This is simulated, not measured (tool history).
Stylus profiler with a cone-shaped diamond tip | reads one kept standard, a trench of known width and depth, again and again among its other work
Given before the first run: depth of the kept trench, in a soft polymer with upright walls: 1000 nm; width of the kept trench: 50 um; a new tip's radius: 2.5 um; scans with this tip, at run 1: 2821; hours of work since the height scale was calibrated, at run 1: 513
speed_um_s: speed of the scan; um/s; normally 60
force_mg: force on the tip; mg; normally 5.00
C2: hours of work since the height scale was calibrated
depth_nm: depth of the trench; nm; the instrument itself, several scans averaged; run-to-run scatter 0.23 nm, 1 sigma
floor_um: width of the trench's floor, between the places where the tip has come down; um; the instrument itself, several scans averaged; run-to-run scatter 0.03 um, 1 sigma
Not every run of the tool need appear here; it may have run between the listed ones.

Run 1, hour 0.0: usual settings; scans with this tip 2821; C2 513. Result: depth_nm 1024.76 nm, floor_um 45.65 um.
Run 2, hour 21.3: usual settings but speed_um_s 53 um/s; scans with this tip 2889; C2 526. Result: depth_nm 1024.46 nm, floor_um 45.77 um.
Run 3, hour 49.0: usual settings but speed_um_s 53 um/s; scans with this tip 2977; C2 542. Result: depth_nm 1025.13 nm, floor_um 45.70 um.
Run 4, hour 73.7: usual settings but force_mg 4.85 mg; scans with this tip 3056; C2 556. Result: depth_nm 1024.54 nm, floor_um 45.67 um.
Run 5, hour 88.0: usual settings but force_mg 4.85 mg; scans with this tip 3101; C2 564. Result: depth_nm 1024.80 nm, floor_um 45.61 um.
Run 6, hour 99.4: usual settings but force_mg 4.85 mg; scans with this tip 3138; C2 571. Result: depth_nm 1024.30 nm, floor_um 45.72 um.
Run 7, hour 124.0: usual settings but speed_um_s 197 um/s; scans with this tip 3216; C2 585. Result: depth_nm 1025.13 nm, floor_um 45.38 um.
Run 8, hour 139.6: usual settings; scans with this tip 3266; C2 594. Result: depth_nm 1025.31 nm, floor_um 45.64 um.
Run 9, hour 154.7: usual settings; scans with this tip 3314; C2 603. Result: depth_nm 1024.94 nm, floor_um 45.65 um.
Run 10, hour 171.6: usual settings; scans with this tip 3367; C2 613. Result: depth_nm 1025.53 nm, floor_um 45.65 um.
At hour 174.6: height scale calibrated on a step standard.
Run 11, hour 189.0: usual settings; scans with this tip 3421; C2 8. Result: depth_nm 1026.23 nm, floor_um 45.70 um.
Run 12, hour 204.2: usual settings; scans with this tip 3470; C2 17. Result: depth_nm 1026.49 nm, floor_um 45.68 um.
Run 13, hour 220.4: usual settings; scans with this tip 3521; C2 27. Result: depth_nm 1026.30 nm, floor_um 45.64 um.
Run 14, hour 237.2: usual settings; scans with this tip 3575; C2 36. Result: depth_nm 1026.44 nm, floor_um 45.60 um.
Run 15, hour 251.7: usual settings; scans with this tip 3621; C2 45. Result: depth_nm 1026.23 nm, floor_um 45.65 um.
Run 16, hour 279.4: usual settings; scans with this tip 3709; C2 61. Result: depth_nm 1026.68 nm, floor_um 45.65 um.
At hour 287.5: height scale calibrated on a step standard, once more.
Run 17, hour 295.6: usual settings but speed_um_s 45 um/s, force_mg 3.13 mg; scans with this tip 3759; C2 5. Result: depth_nm 1017.14 nm, floor_um 45.66 um.
Run 18, hour 310.8: usual settings but speed_um_s 45 um/s, force_mg 3.13 mg; scans with this tip 3807; C2 13. Result: depth_nm 1016.47 nm, floor_um 45.57 um.
Run 19, hour 324.2: usual settings but speed_um_s 199 um/s, force_mg 3.41 mg; scans with this tip 3850; C2 21. Result: depth_nm 1018.04 nm, floor_um 45.21 um.
Run 20, hour 342.0: usual settings but speed_um_s 17 um/s, force_mg 2.96 mg; scans with this tip 3907; C2 32. Result: depth_nm 1016.25 nm, floor_um 45.70 um.
Run 21, hour 366.0: usual settings but speed_um_s 30 um/s, force_mg 1.72 mg; scans with this tip 3983; C2 45. Result: depth_nm 1011.53 nm, floor_um 45.62 um.
Run 22, hour 393.4: usual settings but speed_um_s 17 um/s; scans with this tip 4070; C2 61. Result: depth_nm 1023.46 nm, floor_um 45.72 um.
Run 23, hour 405.5: usual settings but speed_um_s 17 um/s; scans with this tip 4109; C2 68. Result: depth_nm 1023.04 nm, floor_um 45.68 um.
Run 24, hour 430.6: usual settings but speed_um_s 17 um/s; scans with this tip 4189; C2 83. Result: depth_nm 1023.51 nm, floor_um 45.66 um.
Run 25, hour 443.8: usual settings but speed_um_s 56 um/s, force_mg 7.38 mg; scans with this tip 4231; C2 91. Result: depth_nm 1030.05 nm, floor_um 45.65 um.
Run 26, hour 460.2: usual settings but speed_um_s 56 um/s, force_mg 7.38 mg; scans with this tip 4283; C2 100. Result: depth_nm 1030.07 nm, floor_um 45.61 um.
Run 27, hour 478.0: usual settings but speed_um_s 17 um/s, force_mg 5.93 mg; scans with this tip 4340; C2 110. Result: depth_nm 1025.98 nm, floor_um 45.68 um.
Run 28, hour 490.2: usual settings but speed_um_s 40 um/s, force_mg 1.80 mg; scans with this tip 4378; C2 117. Result: depth_nm 1011.78 nm, floor_um 45.57 um.
Run 29, hour 508.9: usual settings but speed_um_s 92 um/s, force_mg 2.57 mg; scans with this tip 4438; C2 128. Result: depth_nm 1015.44 nm, floor_um 45.41 um.
Run 30, hour 530.1: usual settings but speed_um_s 92 um/s, force_mg 2.57 mg; scans with this tip 4505; C2 141. Result: depth_nm 1015.01 nm, floor_um 45.39 um.

Consider 4 possible next runs. They are alternatives, not a sequence: every one starts from the tool as it was left by run 30. What does each give?
Run A, hour 554.6: usual settings but speed_um_s 92 um/s, force_mg 10.83 mg; scans with this tip 4583; C2 155. Result: depth_nm ?, floor_um ?.
Run B, hour 554.6: usual settings but force_mg 12.44 mg; scans with this tip 4583; C2 155. Result: depth_nm ?, floor_um ?.
Run C, hour 554.6: usual settings but speed_um_s 165 um/s, force_mg 13.86 mg; scans with this tip 4583; C2 155. Result: depth_nm ?, floor_um ?.
Run D, hour 554.6: usual settings but speed_um_s 62 um/s; scans with this tip 4583; C2 155. Result: depth_nm ?, floor_um ?.

run  depth_nm  floor_um
  A   1039.20     45.54
  B   1042.71     45.61
  C   1045.92     45.40
  D   1022.85     45.53
With no hidden state in the tool, these same runs would have given:
run  depth_nm  floor_um
  A   1038.58     45.84
  B   1042.08     45.91
  C   1045.29     45.70
  D   1022.23     45.82
